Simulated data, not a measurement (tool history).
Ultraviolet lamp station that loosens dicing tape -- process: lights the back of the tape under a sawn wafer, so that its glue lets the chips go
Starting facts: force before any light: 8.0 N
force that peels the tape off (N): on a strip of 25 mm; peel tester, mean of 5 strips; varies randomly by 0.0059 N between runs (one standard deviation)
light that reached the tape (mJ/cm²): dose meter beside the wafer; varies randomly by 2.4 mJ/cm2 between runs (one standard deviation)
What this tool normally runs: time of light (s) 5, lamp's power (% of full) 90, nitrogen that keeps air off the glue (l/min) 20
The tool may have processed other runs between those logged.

run   hour  time of light (s)  lamp's power (% of full)  nitrogen that keeps air off the glue (l/min)  force that peels the tape off (N)  light that reached the tape (mJ/cm²)
  1      0                  5                        90                                            20                              0.187                                   257
  2   10.1                  5                        90                                            20                              0.193                                   250
  3     20                  5                        90                                            20                              0.182                                   249
  4   31.2                  5                        78                                            20                              0.275                                   214
  5   36.5                  7                        90                                            20                              0.105                                   347
  6   46.5                  7                        90                                            20                              0.096                                   350
  7   54.6                  5                        90                                            32                              0.141                                   246
  8   65.7                  5                        90                                            32                              0.132                                   244
  9   72.4                  5                        90                                            34                              0.137                                   246
      73.4  -- window cleaned of glue's vapour
 10     84                  7                        90                                            20                              0.118                                   320
 11   94.2                  7                        90                                            20                              0.124                                   321
     101.6  -- window cleaned of glue's vapour, once more
 12  105.7                  7                        90                                            20                              0.102                                   368
 13  110.8                  5                        90                                            20                              0.169                                   264
 14  115.6                  5                        70                                            20                              0.329                                   204
 15  122.7                  5                        70                                            20                              0.324                                   208
 16  132.9                  7                        90                                            20                              0.112                                   366
 17  139.3                  7                        90                                            20                              0.107                                   366
 18  149.1                  3                        90                                             7                              1.546                                   153
 19  158.2                  3                        90                                             7                              1.542                                   155
 20    163                  3                        73                                             7                              2.134                                   125
 21  171.2                  5                        90                                            15                              0.246                                   255
 22  177.8                  5                        63                                            12                              0.755                                   181
 23    186                  5                        63                                            12                              0.746                                   176
 24  195.7                  3                        79                                             7                              1.937                                   135
 25  204.1                  2                        75                                            29                              1.528                                    84
 26  210.8                  9                        75                                            29                              0.089                                   381
 27  221.4                  6                        75                                            29                              0.128                                   250
 28  227.4                  2                        90                                            20                              1.499                                   102
 29  232.7                  2                        86                                            20                              1.566                                    97
 30  237.7                  4                        89                                            20                              0.345                                   206
 31  243.8                  9                        78                                            22                              0.095                                   393
 32  254.9                  6                        90                                            20                              0.139                                   301

3 options for the next run, each taken on its own from the tool as it stands now. Forecast them:
  A  259.7                  3                        62                                             8                                  ?                                     ?
  B  259.7                  5                        90                                            10                                  ?                                     ?
  C  259.7                  6                        90                                             9                                  ?                                     ?

run  force that peels the tape off (N)  light that reached the tape (mJ/cm²)
  A                               2.41                                   103
  B                              0.404                                   249
  C                              0.309                                   299
Had the tool no hidden state, the same runs would have come out as:
run  force that peels the tape off (N)  light that reached the tape (mJ/cm²)
  A                              2.152                                   113
  B                              0.318                                   273
  C                              0.244                                   329

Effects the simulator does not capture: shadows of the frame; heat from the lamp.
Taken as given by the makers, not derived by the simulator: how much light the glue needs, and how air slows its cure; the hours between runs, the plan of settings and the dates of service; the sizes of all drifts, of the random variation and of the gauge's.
